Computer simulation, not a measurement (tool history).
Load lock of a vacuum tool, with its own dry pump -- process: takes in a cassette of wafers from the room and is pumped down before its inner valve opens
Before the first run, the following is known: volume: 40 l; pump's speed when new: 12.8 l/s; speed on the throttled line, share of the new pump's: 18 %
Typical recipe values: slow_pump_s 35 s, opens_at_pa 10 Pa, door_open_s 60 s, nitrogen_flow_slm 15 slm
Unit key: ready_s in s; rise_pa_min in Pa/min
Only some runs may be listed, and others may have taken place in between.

| run | hour | slow_pump_s | opens_at_pa | door_open_s | nitrogen_flow_slm | incoming humidity of the room's air, % | ready_s | rise_pa_min |
|---|---|---|---|---|---|---|---|---|
| 1 | 0 | 35 | 10 | 60 | 15 | 49.5 | 62.2 | 0.205 |
| 2 | 143.5 | 35 | 10 | 60 | 9 | 43.9 | 61.5 | 0.212 |
| 3 | 404 | 35 | 10 | 60 | 9 | 50.2 | 61.9 | 0.215 |
| 4 | 670 | 35 | 10 | 60 | 25 | 44.1 | 62.1 | 0.209 |
| 5 | 804.7 | 35 | 10 | 116 | 15 | 45.4 | 62.6 | 0.231 |
| 6 | 1065.3 | 35 | 13 | 60 | 15 | 45.7 | 61.8 | 0.226 |
| 7 | 1258.5 | 35 | 13 | 60 | 15 | 43.3 | 60.9 | 0.225 |
| 8 | 1465.5 | 35 | 10 | 60 | 15 | 46.1 | 62.6 | 0.228 |
| 9 | 1692.1 | 35 | 10 | 26 | 15 | 46.2 | 62.5 | 0.234 |
| 10 | 1895.1 | 58 | 11 | 60 | 12 | 45.9 | 80.2 | 0.245 |
| 11 | 2170.3 | 58 | 11 | 60 | 12 | 42.3 | 80.1 | 0.247 |
| 12 | 2397 | 58 | 11 | 60 | 12 | 44.9 | 79.8 | 0.262 |
| 13 | 2538.9 | 42 | 10 | 60 | 12 | 45 | 68.4 | 0.259 |
| 14 | 2753.3 | 42 | 10 | 60 | 12 | 49.4 | 68.8 | 0.272 |
| 15 | 2891.2 | 42 | 10 | 60 | 12 | 40.8 | 68 | 0.264 |
| 16 | 3129.3 | 42 | 10 | 60 | 12 | 41 | 67.9 | 0.274 |

Some steps in ready_s between neighbouring runs. How much of each would the tool show without its hidden state too (settings, what came in, random variation), and how much is left for the hidden state, with any gauge scatter that isn't in both results?
Unlogged tool condition in this case: pump's speed, % of a new pump's; leak at the door's seal, Pa l/s; drift of the gauge itself on ready_s, %; drift of the gauge itself on rise_pa_min, %.
Run 9 -> 10: slow_pump_s 35 -> 58, opens_at_pa 10 -> 11, door_open_s 26 -> 60, nitrogen_flow_slm 15 -> 12. ready_s +17.7 s: hidden state -1, all else +18.7.
